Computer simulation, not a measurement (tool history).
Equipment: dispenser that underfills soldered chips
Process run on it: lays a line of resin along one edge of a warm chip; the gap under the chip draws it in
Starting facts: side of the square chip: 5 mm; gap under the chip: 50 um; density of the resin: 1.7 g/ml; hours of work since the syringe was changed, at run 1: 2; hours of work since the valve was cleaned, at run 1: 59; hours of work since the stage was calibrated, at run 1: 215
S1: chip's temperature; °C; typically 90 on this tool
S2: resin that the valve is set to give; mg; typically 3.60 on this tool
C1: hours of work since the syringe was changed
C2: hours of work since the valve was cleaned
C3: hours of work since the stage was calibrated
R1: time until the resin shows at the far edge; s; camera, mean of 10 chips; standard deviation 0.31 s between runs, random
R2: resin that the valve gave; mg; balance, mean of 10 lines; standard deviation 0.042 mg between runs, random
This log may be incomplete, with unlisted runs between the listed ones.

run,hour,S1,S2,C1,C2,C3,R1,R2
1,0.0,90,3.60,2,59,215,11.7,3.48
2,7.5,83,3.60,8,65,221,22.8,3.47
# hour 12.0: new syringe of resin
3,16.9,100,3.60,4,72,228,8.6,3.51
# hour 26.0: new syringe of resin
4,26.0,100,3.60,0,79,235,5.8,3.40
5,34.1,100,4.02,6,85,241,9.9,3.84
# hour 40.6: new syringe of resin
6,42.2,90,3.60,1,92,248,10.3,3.38
7,49.4,90,3.60,7,97,253,15.8,3.33
# hour 54.8: new syringe of resin
8,58.3,88,3.60,3,104,260,12.9,3.40
9,65.6,90,3.60,9,110,266,18.0,3.31
# hour 67.6: dispensing valve cleaned and set on the balance
# hour 69.8: new syringe of resin
10,73.1,90,3.60,3,4,271,10.9,3.60
11,79.7,90,3.60,8,9,276,17.0,3.60
# hour 83.8: new syringe of resin
12,88.0,90,3.60,3,16,282,11.4,3.53
13,95.7,90,3.60,9,22,289,18.8,3.60
# hour 98.1: new syringe of resin
14,102.7,90,4.41,4,27,294,11.7,4.31
15,109.4,90,4.41,9,32,299,17.7,4.38
# hour 112.8: new syringe of resin
16,117.2,90,3.60,3,38,305,12.2,3.52
17,122.4,90,3.60,8,42,309,16.1,3.50
# hour 127.0: new syringe of resin
18,131.7,90,3.60,4,50,316,12.9,3.56
19,140.0,103,3.70,10,56,323,11.7,3.67
# hour 141.0: new syringe of resin
20,145.6,103,3.70,4,60,327,7.9,3.56
21,154.0,85,4.68,10,67,334,24.4,4.45
# hour 155.1: new syringe of resin
22,160.7,94,3.17,4,72,339,11.7,3.11
23,166.4,95,4.44,9,77,343,15.2,4.23
# hour 169.5: new syringe of resin
24,175.0,102,3.63,4,83,350,8.3,3.43
25,181.7,96,3.76,10,88,355,15.2,3.53
# hour 183.5: new syringe of resin
26,187.7,96,3.40,3,93,360,9.5,3.08
27,193.9,88,3.11,8,98,365,19.9,2.90
# hour 198.0: new syringe of resin
28,198.6,88,3.13,0,101,368,11.4,2.98
29,203.4,78,3.60,4,105,372,22.0,3.41
# hour 211.3: dispensing valve cleaned and set on the balance
30,212.2,76,3.46,10,1,378,38.3,3.40
# hour 213.3: new syringe of resin
31,217.6,76,3.46,3,5,382,22.0,3.46
32,221.6,76,3.46,7,8,385,28.5,3.45
# hour 227.5: new syringe of resin
33,227.7,85,3.46,0,13,390,12.3,3.41
34,231.9,85,3.46,3,16,393,15.2,3.47
35,237.7,90,3.26,8,20,398,17.5,3.22

Consider 3 possible next runs. They are alternatives, not a sequence: every one starts from the tool as it was left by run 35. What does each give?
# hour 242.1: new syringe of resin
A,244.5,101,4.50,2,26,403,?,?
# hour 242.1: new syringe of resin
B,244.5,83,3.89,2,26,403,?,?
# hour 242.1: new syringe of resin
C,244.5,84,3.28,2,26,403,?,?

run,R1,R2
A,7.3,4.39
B,15.3,3.82
C,14.9,3.20
Take away the tool's hidden state, keep each run's random variation, and the runs would have read:
run,R1,R2
A,5.8,4.47
B,11.9,3.89
C,11.6,3.26
